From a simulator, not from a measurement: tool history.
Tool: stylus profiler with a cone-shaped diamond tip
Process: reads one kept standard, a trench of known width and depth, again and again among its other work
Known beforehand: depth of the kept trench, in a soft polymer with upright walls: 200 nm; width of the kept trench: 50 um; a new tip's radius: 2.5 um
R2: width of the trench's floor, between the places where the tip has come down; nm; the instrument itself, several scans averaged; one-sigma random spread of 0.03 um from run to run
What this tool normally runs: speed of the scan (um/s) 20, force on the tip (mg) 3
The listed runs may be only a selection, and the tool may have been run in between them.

run 1 hour=0 | speed_of_the_scan_(um/s)=20 force_on_the_tip_(mg)=3 | depth_of_the_trench_(Å)=2014.6 R2=47720
run 2 hour=23.3 | speed_of_the_scan_(um/s)=22 force_on_the_tip_(mg)=3 | depth_of_the_trench_(Å)=2017.4 R2=47770
run 3 hour=73.5 | speed_of_the_scan_(um/s)=22 force_on_the_tip_(mg)=3 | depth_of_the_trench_(Å)=2015 R2=47690
run 4 hour=118.3 | speed_of_the_scan_(um/s)=22 force_on_the_tip_(mg)=3 | depth_of_the_trench_(Å)=2016.3 R2=47650
run 5 hour=149.8 | speed_of_the_scan_(um/s)=22 force_on_the_tip_(mg)=3 | depth_of_the_trench_(Å)=2016.2 R2=47630
run 6 hour=179.7 | speed_of_the_scan_(um/s)=20 force_on_the_tip_(mg)=3 | depth_of_the_trench_(Å)=2015.5 R2=47640
run 7 hour=231.1 | speed_of_the_scan_(um/s)=20 force_on_the_tip_(mg)=3 | depth_of_the_trench_(Å)=2013.6 R2=47660
run 8 hour=283.6 | speed_of_the_scan_(um/s)=20 force_on_the_tip_(mg)=3 | depth_of_the_trench_(Å)=2015.6 R2=47620
run 9 hour=316.5 | speed_of_the_scan_(um/s)=20 force_on_the_tip_(mg)=3 | depth_of_the_trench_(Å)=2014.6 R2=47560
run 10 hour=343.7 | speed_of_the_scan_(um/s)=20 force_on_the_tip_(mg)=3 | depth_of_the_trench_(Å)=2014.2 R2=47640
run 11 hour=390.7 | speed_of_the_scan_(um/s)=20 force_on_the_tip_(mg)=3.29 | depth_of_the_trench_(Å)=2013.9 R2=47560
run 12 hour=428.3 | speed_of_the_scan_(um/s)=20 force_on_the_tip_(mg)=3.29 | depth_of_the_trench_(Å)=2016.1 R2=47570
run 13 hour=475.7 | speed_of_the_scan_(um/s)=47 force_on_the_tip_(mg)=3 | depth_of_the_trench_(Å)=2014.8 R2=47460
run 14 hour=515.8 | speed_of_the_scan_(um/s)=9 force_on_the_tip_(mg)=3 | depth_of_the_trench_(Å)=2014.1 R2=47560
run 15 hour=556.7 | speed_of_the_scan_(um/s)=32 force_on_the_tip_(mg)=3 | depth_of_the_trench_(Å)=2012.6 R2=47500
run 16 hour=590.8 | speed_of_the_scan_(um/s)=32 force_on_the_tip_(mg)=7.85 | depth_of_the_trench_(Å)=2030.2 R2=47530
run 17 hour=626.9 | speed_of_the_scan_(um/s)=20 force_on_the_tip_(mg)=3 | depth_of_the_trench_(Å)=2012.2 R2=47490
run 18 hour=667.5 | speed_of_the_scan_(um/s)=41 force_on_the_tip_(mg)=1.22 | depth_of_the_trench_(Å)=2004.7 R2=47380
run 19 hour=700.1 | speed_of_the_scan_(um/s)=10 force_on_the_tip_(mg)=1.41 | depth_of_the_trench_(Å)=2009.3 R2=47440
run 20 hour=738.2 | speed_of_the_scan_(um/s)=18 force_on_the_tip_(mg)=7.08 | depth_of_the_trench_(Å)=2029.6 R2=47520
run 21 hour=770.1 | speed_of_the_scan_(um/s)=13 force_on_the_tip_(mg)=4.67 | depth_of_the_trench_(Å)=2019.7 R2=47430
run 22 hour=808.8 | speed_of_the_scan_(um/s)=13 force_on_the_tip_(mg)=4.67 | depth_of_the_trench_(Å)=2019.3 R2=47480
run 23 hour=835.1 | speed_of_the_scan_(um/s)=9 force_on_the_tip_(mg)=1.14 | depth_of_the_trench_(Å)=2006.2 R2=47430
run 24 hour=879.9 | speed_of_the_scan_(um/s)=43 force_on_the_tip_(mg)=1.88 | depth_of_the_trench_(Å)=2006.9 R2=47310
run 25 hour=927.6 | speed_of_the_scan_(um/s)=37 force_on_the_tip_(mg)=1.93 | depth_of_the_trench_(Å)=2010.6 R2=47360
run 26 hour=951.5 | speed_of_the_scan_(um/s)=18 force_on_the_tip_(mg)=2.2 | depth_of_the_trench_(Å)=2009.5 R2=47320
run 27 hour=1003.8 | speed_of_the_scan_(um/s)=18 force_on_the_tip_(mg)=2.2 | depth_of_the_trench_(Å)=2007.1 R2=47310
run 28 hour=1030.5 | speed_of_the_scan_(um/s)=20 force_on_the_tip_(mg)=3.39 | depth_of_the_trench_(Å)=2013.5 R2=47370
run 29 hour=1065.1 | speed_of_the_scan_(um/s)=10 force_on_the_tip_(mg)=1.07 | depth_of_the_trench_(Å)=2004.2 R2=47340
run 30 hour=1092.4 | speed_of_the_scan_(um/s)=10 force_on_the_tip_(mg)=1.07 | depth_of_the_trench_(Å)=2002.5 R2=47300
run 31 hour=1115.2 | speed_of_the_scan_(um/s)=34 force_on_the_tip_(mg)=3.21 | depth_of_the_trench_(Å)=2011.3 R2=47290
run 32 hour=1145.6 | speed_of_the_scan_(um/s)=23 force_on_the_tip_(mg)=2.88 | depth_of_the_trench_(Å)=2010.9 R2=47240
run 33 hour=1189.7 | speed_of_the_scan_(um/s)=30 force_on_the_tip_(mg)=1.43 | depth_of_the_trench_(Å)=2004.9 R2=47230

Predict each of these 4 candidate next runs independently; none follows another, all start after run 33:
run A hour=1233.6 | speed_of_the_scan_(um/s)=9 force_on_the_tip_(mg)=8.2 | depth_of_the_trench_(Å)=? R2=?
run B hour=1233.6 | speed_of_the_scan_(um/s)=6 force_on_the_tip_(mg)=4.99 | depth_of_the_trench_(Å)=? R2=?
run C hour=1233.6 | speed_of_the_scan_(um/s)=36 force_on_the_tip_(mg)=1.76 | depth_of_the_trench_(Å)=? R2=?
run D hour=1233.6 | speed_of_the_scan_(um/s)=17 force_on_the_tip_(mg)=3.63 | depth_of_the_trench_(Å)=? R2=?

run=A depth_of_the_trench_(Å)=2029.6 R2=47310
run=B depth_of_the_trench_(Å)=2020.4 R2=47250
run=C depth_of_the_trench_(Å)=2007.2 R2=47130
run=D depth_of_the_trench_(Å)=2013.3 R2=47210
With no hidden state in the tool, these same runs would have given:
run=A depth_of_the_trench_(Å)=2036.2 R2=48080
run=B depth_of_the_trench_(Å)=2027 R2=48030
run=C depth_of_the_trench_(Å)=2013.8 R2=47910
run=D depth_of_the_trench_(Å)=2019.9 R2=47980
